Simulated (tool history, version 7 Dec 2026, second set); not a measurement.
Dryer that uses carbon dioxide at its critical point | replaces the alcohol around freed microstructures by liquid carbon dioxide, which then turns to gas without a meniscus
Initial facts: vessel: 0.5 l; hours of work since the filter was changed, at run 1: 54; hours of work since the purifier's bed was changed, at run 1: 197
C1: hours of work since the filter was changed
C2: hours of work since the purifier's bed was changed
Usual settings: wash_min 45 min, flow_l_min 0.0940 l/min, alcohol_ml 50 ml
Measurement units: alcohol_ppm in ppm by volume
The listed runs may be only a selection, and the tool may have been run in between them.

Run 1, hour 0.0: usual settings; C1 54; C2 197. Result: alcohol_ppm 80 ppm by volume.
Run 2, hour 8.9: usual settings but flow_l_min 0.0597 l/min; C1 60; C2 202. Result: alcohol_ppm 616 ppm by volume.
Run 3, hour 14.5: usual settings but flow_l_min 0.0597 l/min, alcohol_ml 104 ml; C1 63; C2 205. Result: alcohol_ppm 1238 ppm by volume.
Run 4, hour 21.8: usual settings; C1 67; C2 210. Result: alcohol_ppm 85 ppm by volume.
Run 5, hour 27.2: usual settings; C1 70; C2 213. Result: alcohol_ppm 75 ppm by volume.
Run 6, hour 33.6: usual settings; C1 74; C2 217. Result: alcohol_ppm 85 ppm by volume.
Run 7, hour 42.4: usual settings but flow_l_min 0.1181 l/min; C1 79; C2 222. Result: alcohol_ppm 59 ppm by volume.
Run 8, hour 49.0: usual settings but flow_l_min 0.1181 l/min; C1 83; C2 225. Result: alcohol_ppm 58 ppm by volume.
Run 9, hour 53.8: usual settings but flow_l_min 0.1181 l/min, alcohol_ml 22 ml; C1 86; C2 228. Result: alcohol_ppm 55 ppm by volume.
Run 10, hour 62.5: usual settings but flow_l_min 0.1181 l/min, alcohol_ml 82 ml; C1 91; C2 233. Result: alcohol_ppm 60 ppm by volume.
Run 11, hour 73.2: usual settings but wash_min 61 min, flow_l_min 0.0838 l/min, alcohol_ml 20 ml; C1 97; C2 240. Result: alcohol_ppm 61 ppm by volume.
Run 12, hour 82.8: usual settings but wash_min 61 min, flow_l_min 0.0838 l/min, alcohol_ml 20 ml; C1 103; C2 245. Result: alcohol_ppm 58 ppm by volume.
Run 13, hour 90.8: usual settings but wash_min 29 min, flow_l_min 0.0645 l/min; C1 107; C2 250. Result: alcohol_ppm 2951 ppm by volume.
Run 14, hour 98.1: usual settings but wash_min 29 min, flow_l_min 0.0645 l/min; C1 111; C2 254. Result: alcohol_ppm 2944 ppm by volume.
Run 15, hour 105.2: usual settings but wash_min 29 min, flow_l_min 0.0645 l/min, alcohol_ml 64 ml; C1 116; C2 258. Result: alcohol_ppm 3773 ppm by volume.
Run 16, hour 114.2: usual settings but flow_l_min 0.1584 l/min; C1 121; C2 263. Result: alcohol_ppm 68 ppm by volume.
Run 17, hour 124.1: usual settings but flow_l_min 0.0726 l/min, alcohol_ml 20 ml; C1 126; C2 269. Result: alcohol_ppm 141 ppm by volume.

Each run again, without the hidden state but with its own random variation kept:
Hidden conditions of the tool in this case: flow that reaches the vessel past the clogged filter, %; alcohol in the recycled carbon dioxide, ppm; drift of the gauge itself on alcohol_ppm, %.
run  alcohol_ppm
  1           33
  2          529
  3         1098
  4           36
  5           26
  6           32
  7            9
  8            6
  9            3
 10            7
 11            6
 12            4
 13         2624
 14         2606
 15         3342
 16           10
 17           64
